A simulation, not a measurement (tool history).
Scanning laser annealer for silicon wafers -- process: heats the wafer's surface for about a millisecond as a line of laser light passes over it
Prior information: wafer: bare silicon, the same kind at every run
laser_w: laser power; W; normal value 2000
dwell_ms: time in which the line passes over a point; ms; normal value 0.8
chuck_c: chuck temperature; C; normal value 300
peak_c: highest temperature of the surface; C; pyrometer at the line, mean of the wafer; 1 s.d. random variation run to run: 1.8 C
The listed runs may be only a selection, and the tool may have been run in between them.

| run | hour | laser_w | dwell_ms | chuck_c | peak_c |
|---|---|---|---|---|---|
| 1 | 0 | 2000 | 0.8 | 300 | 957 |
| 2 | 24.4 | 2000 | 0.8 | 300 | 954 |
| 3 | 45.9 | 2000 | 0.8 | 300 | 953 |
|  | 92.9 | window over the wafer cleaned |
| 4 | 93.3 | 2000 | 0.8 | 300 | 989 |
| 5 | 117.5 | 2000 | 0.8 | 300 | 988 |
| 6 | 147.5 | 2000 | 0.8 | 300 | 984 |
| 7 | 183.4 | 2000 | 0.862 | 300 | 1012 |
| 8 | 217.6 | 2000 | 0.904 | 300 | 1027 |
| 9 | 241.5 | 2000 | 0.985 | 300 | 1057 |
| 10 | 285.7 | 2000 | 0.985 | 300 | 1051 |
| 11 | 313.6 | 2000 | 0.985 | 300 | 1049 |
| 12 | 336.3 | 2000 | 0.985 | 300 | 1048 |
| 13 | 386.1 | 2088 | 0.8 | 300 | 1011 |
| 14 | 427.2 | 2000 | 0.568 | 300 | 863 |
| 15 | 477.5 | 1956 | 0.8 | 300 | 943 |
| 16 | 521.6 | 1956 | 0.8 | 327 | 970 |
| 17 | 566.9 | 1956 | 0.8 | 327 | 965 |
|  | 611.6 | optics aligned, line set to its width |
| 18 | 611.9 | 1940 | 0.8 | 300 | 923 |
| 19 | 638.2 | 2000 | 0.8 | 286 | 932 |
| 20 | 673.2 | 1901 | 0.607 | 328 | 856 |
| 21 | 716.4 | 1901 | 0.607 | 328 | 852 |
| 22 | 753.6 | 1931 | 0.607 | 328 | 863 |
|  | 787.3 | optics aligned, line set to its width, once more |
| 23 | 794.7 | 2061 | 0.627 | 293 | 899 |
|  | 808.8 | window over the wafer cleaned |
| 24 | 828.3 | 2061 | 0.627 | 293 | 937 |
| 25 | 859 | 2061 | 0.649 | 293 | 946 |
| 26 | 897.5 | 2061 | 0.649 | 293 | 945 |
| 27 | 922.9 | 2061 | 0.649 | 293 | 942 |
| 28 | 954.6 | 2084 | 0.763 | 269 | 980 |
| 29 | 996.5 | 2084 | 0.908 | 269 | 1041 |
| 30 | 1031.2 | 2084 | 0.908 | 269 | 1035 |
| 31 | 1066 | 2084 | 0.586 | 269 | 888 |
| 32 | 1103.8 | 2084 | 0.586 | 269 | 886 |
| 33 | 1142.9 | 2088 | 0.952 | 324 | 1102 |
| 34 | 1189.1 | 1806 | 0.616 | 336 | 856 |
| 35 | 1227 | 1806 | 0.927 | 336 | 971 |
| 36 | 1272 | 1964 | 0.675 | 292 | 889 |
| 37 | 1315.2 | 2146 | 0.62 | 292 | 936 |
| 38 | 1344.8 | 1962 | 0.619 | 322 | 894 |

For some of the steps in peak_c from one run to the next: how much would appear even if the tool had no hidden state, given the settings, what came in and random variation, and how much remains for the hidden state plus any gauge scatter that the measured result and the result without hidden state don't share?
The tool's hidden condition here consists of: light that passes the window, % of a clean one's; laser's true power over the reading, %; width of the line over the set one, %; drift of the gauge itself on peak_c, C.
Run 3 -> 4: window over the wafer cleaned. peak_c +36 C: hidden state +39, all else -3.
Run 13 -> 14: laser_w 2088 -> 2000, dwell_ms 0.8 -> 0.568. peak_c -148 C: hidden state +5, all else -153.
Run 22 -> 23: laser_w 1931 -> 2061, dwell_ms 0.607 -> 0.627, chuck_c 328 -> 293, optics aligned, line set to its width, once more. peak_c +36 C: hidden state +12, all else +24.
Run 23 -> 24: window over the wafer cleaned. peak_c +38 C: hidden state +37, all else +1.
Run 32 -> 33: laser_w 2084 -> 2088, dwell_ms 0.586 -> 0.952, chuck_c 269 -> 324. peak_c +216 C: hidden state -10, all else +226.
Run 33 -> 34: laser_w 2088 -> 1806, dwell_ms 0.952 -> 0.616, chuck_c 324 -> 336. peak_c -246 C: hidden state +9, all else -255.
